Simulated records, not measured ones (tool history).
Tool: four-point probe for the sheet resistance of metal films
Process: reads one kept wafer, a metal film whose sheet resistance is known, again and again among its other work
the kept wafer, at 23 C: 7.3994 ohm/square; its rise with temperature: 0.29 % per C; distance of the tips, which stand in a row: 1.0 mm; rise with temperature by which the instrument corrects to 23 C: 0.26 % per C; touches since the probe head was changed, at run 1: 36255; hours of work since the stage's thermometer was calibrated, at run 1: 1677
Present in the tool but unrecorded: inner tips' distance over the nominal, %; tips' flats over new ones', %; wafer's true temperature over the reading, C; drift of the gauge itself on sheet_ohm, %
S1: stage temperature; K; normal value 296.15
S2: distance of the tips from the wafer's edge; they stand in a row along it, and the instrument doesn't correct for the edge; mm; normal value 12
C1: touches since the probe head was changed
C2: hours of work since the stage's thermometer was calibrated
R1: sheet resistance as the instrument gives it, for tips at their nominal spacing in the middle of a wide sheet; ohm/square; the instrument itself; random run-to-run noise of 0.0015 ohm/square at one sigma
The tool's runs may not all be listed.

{"run": 1, "hour": 0.0, "S1": 296.15, "S2": 12, "C1": 36255, "C2": 1677, "R1": 7.431577}
{"run": 2, "hour": 71.3, "S1": 293.15, "S2": 12, "C1": 36986, "C2": 1709, "R1": 7.428692}
{"run": 3, "hour": 200.6, "S1": 293.15, "S2": 12, "C1": 38311, "C2": 1768, "R1": 7.425364}
{"run": 4, "hour": 298.9, "S1": 293.15, "S2": 12, "C1": 39319, "C2": 1813, "R1": 7.426094}
{"run": 5, "hour": 399.0, "S1": 293.15, "S2": 12, "C1": 40345, "C2": 1858, "R1": 7.425712}
{"run": 6, "hour": 499.8, "S1": 293.15, "S2": 9, "C1": 41378, "C2": 1904, "R1": 7.447746}
{"run": 7, "hour": 599.4, "S1": 293.15, "S2": 9, "C1": 42399, "C2": 1949, "R1": 7.447702}
{"run": 8, "hour": 659.5, "S1": 293.15, "S2": 9, "C1": 43015, "C2": 1976, "R1": 7.44439}
{"run": 9, "hour": 757.2, "S1": 293.15, "S2": 9, "C1": 44017, "C2": 2021, "R1": 7.443888}
{"run": 10, "hour": 843.0, "S1": 293.15, "S2": 9, "C1": 44896, "C2": 2060, "R1": 7.447928}
{"hour": 964.2, "done": "stage's thermometer calibrated"}
{"run": 11, "hour": 965.2, "S1": 293.15, "S2": 15, "C1": 46143, "C2": 0, "R1": 7.403727}
{"run": 12, "hour": 1084.9, "S1": 293.15, "S2": 15, "C1": 47371, "C2": 55, "R1": 7.40277}
{"run": 13, "hour": 1151.1, "S1": 303.15, "S2": 12, "C1": 48049, "C2": 85, "R1": 7.433504}
{"run": 14, "hour": 1212.8, "S1": 296.15, "S2": 12, "C1": 48682, "C2": 113, "R1": 7.417931}
{"run": 15, "hour": 1272.5, "S1": 306.15, "S2": 12, "C1": 49293, "C2": 140, "R1": 7.438302}
{"run": 16, "hour": 1367.3, "S1": 306.15, "S2": 12, "C1": 50265, "C2": 183, "R1": 7.436619}
{"run": 17, "hour": 1447.0, "S1": 306.15, "S2": 12, "C1": 51082, "C2": 219, "R1": 7.439073}
{"run": 18, "hour": 1556.6, "S1": 306.15, "S2": 12, "C1": 52205, "C2": 269, "R1": 7.437418}
{"run": 19, "hour": 1627.7, "S1": 296.15, "S2": 42, "C1": 52934, "C2": 301, "R1": 7.39545}
{"run": 20, "hour": 1697.8, "S1": 296.15, "S2": 43, "C1": 53653, "C2": 333, "R1": 7.390774}
{"run": 21, "hour": 1818.2, "S1": 299.15, "S2": 15, "C1": 54887, "C2": 388, "R1": 7.409706}
{"run": 22, "hour": 1898.2, "S1": 294.15, "S2": 25, "C1": 55707, "C2": 424, "R1": 7.388926}
{"run": 23, "hour": 2017.7, "S1": 294.15, "S2": 25, "C1": 56933, "C2": 479, "R1": 7.389119}
{"run": 24, "hour": 2131.6, "S1": 303.15, "S2": 27, "C1": 58100, "C2": 530, "R1": 7.408033}
{"run": 25, "hour": 2234.2, "S1": 299.15, "S2": 17, "C1": 59152, "C2": 577, "R1": 7.405849}
{"run": 26, "hour": 2338.9, "S1": 295.15, "S2": 7, "C1": 60225, "C2": 624, "R1": 7.463558}
{"run": 27, "hour": 2428.5, "S1": 292.15, "S2": 9, "C1": 61143, "C2": 665, "R1": 7.429634}
{"run": 28, "hour": 2500.8, "S1": 307.15, "S2": 7, "C1": 61884, "C2": 698, "R1": 7.490616}
{"run": 29, "hour": 2581.7, "S1": 296.15, "S2": 60, "C1": 62714, "C2": 735, "R1": 7.387673}
{"run": 30, "hour": 2650.1, "S1": 296.15, "S2": 4, "C1": 63415, "C2": 766, "R1": 7.629988}
{"run": 31, "hour": 2761.1, "S1": 296.15, "S2": 4, "C1": 64553, "C2": 816, "R1": 7.626038}
{"run": 32, "hour": 2864.2, "S1": 296.15, "S2": 7, "C1": 65610, "C2": 863, "R1": 7.463578}
{"run": 33, "hour": 2990.0, "S1": 296.15, "S2": 7, "C1": 66899, "C2": 920, "R1": 7.466814}
{"run": 34, "hour": 3048.9, "S1": 303.15, "S2": 11, "C1": 67503, "C2": 947, "R1": 7.433797}
{"run": 35, "hour": 3128.7, "S1": 294.15, "S2": 6, "C1": 68320, "C2": 983, "R1": 7.491772}
{"run": 36, "hour": 3196.3, "S1": 296.15, "S2": 13, "C1": 69014, "C2": 1014, "R1": 7.407497}
{"run": 37, "hour": 3280.9, "S1": 296.15, "S2": 5, "C1": 69880, "C2": 1052, "R1": 7.541625}
{"run": 38, "hour": 3369.5, "S1": 291.15, "S2": 21, "C1": 70789, "C2": 1092, "R1": 7.38328}
{"run": 39, "hour": 3488.2, "S1": 297.15, "S2": 10, "C1": 72006, "C2": 1146, "R1": 7.425591}

Subtracting, for every run, the result it would have given without the tool's unlogged condition from the measured result gives the following. The same run-to-run variation enters both numbers; the gauge's scatter may not:
run=1 R1=+0.004828
run=2 R1=+0.004648
run=3 R1=+0.004252
run=4 R1=+0.003982
run=5 R1=+0.003662
run=6 R1=+0.003377
run=7 R1=+0.003080
run=8 R1=+0.002878
run=9 R1=+0.002540
run=10 R1=+0.002300
run=11 R1=-0.007704
run=12 R1=-0.008095
run=13 R1=-0.008284
run=14 R1=-0.008482
run=15 R1=-0.008684
run=16 R1=-0.008902
run=17 R1=-0.009156
run=18 R1=-0.009508
run=19 R1=-0.009646
run=20 R1=-0.009912
run=21 R1=-0.010360
run=22 R1=-0.010519
run=23 R1=-0.010870
run=24 R1=-0.011277
run=25 R1=-0.011532
run=26 R1=-0.011896
run=27 R1=-0.012091
run=28 R1=-0.012532
run=29 R1=-0.012518
run=30 R1=-0.013076
run=31 R1=-0.013394
run=32 R1=-0.013398
run=33 R1=-0.013758
run=34 R1=-0.013970
run=35 R1=-0.014215
run=36 R1=-0.014273
run=37 R1=-0.014764
run=38 R1=-0.014707
run=39 R1=-0.015245

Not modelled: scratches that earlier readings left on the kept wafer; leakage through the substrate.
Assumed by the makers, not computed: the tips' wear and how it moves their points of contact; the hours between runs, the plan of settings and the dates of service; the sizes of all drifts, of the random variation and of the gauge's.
